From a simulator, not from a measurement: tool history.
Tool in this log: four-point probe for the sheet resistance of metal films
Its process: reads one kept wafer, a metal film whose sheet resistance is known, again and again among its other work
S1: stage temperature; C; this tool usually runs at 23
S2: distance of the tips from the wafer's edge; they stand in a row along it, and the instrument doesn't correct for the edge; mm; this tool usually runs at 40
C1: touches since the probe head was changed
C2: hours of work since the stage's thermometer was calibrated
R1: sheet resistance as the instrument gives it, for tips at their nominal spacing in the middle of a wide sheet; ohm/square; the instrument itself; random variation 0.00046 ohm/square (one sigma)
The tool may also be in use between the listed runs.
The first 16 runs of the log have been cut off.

run	hour	S1	S2	C1	C2	R1
17	1023.5	23	28	38835	490	2.326539
18	1069.8	23	40	39833	511	2.326521
19	1115.7	29	40	40822	531	2.343283
20	1162.4	29	40	41827	552	2.342887
21	1241.4	23	40	43529	587	2.326734
22	1300.9	23	40	44812	614	2.32805
23	1343	23	40	45719	633	2.327565
24	1380.2	31	8	46520	650	2.356825
25	1434.2	23	19	47683	674	2.329091
26	1496.2	25	65	49019	702	2.33374
27	1566.2	24	6	50528	733	2.345066
28	1647.4	24	6	52278	770	2.345175
29	1700.6	23	34	53423	794	2.329629
30	1757.7	23	34	54654	819	2.329409
31	1814.1	21	3	55869	844	2.378405
32	1880.6	21	3	57301	874	2.379224
33	1936.1	21	3	58497	899	2.378691

Estimate the outcome of run 34 from the log above:
34	1985.5	19	4	59561	921	?

R1: 2.349716 ohm/square
The same run, on a tool lacking any hidden state, would have yielded R1 2.338402 ohm/square.
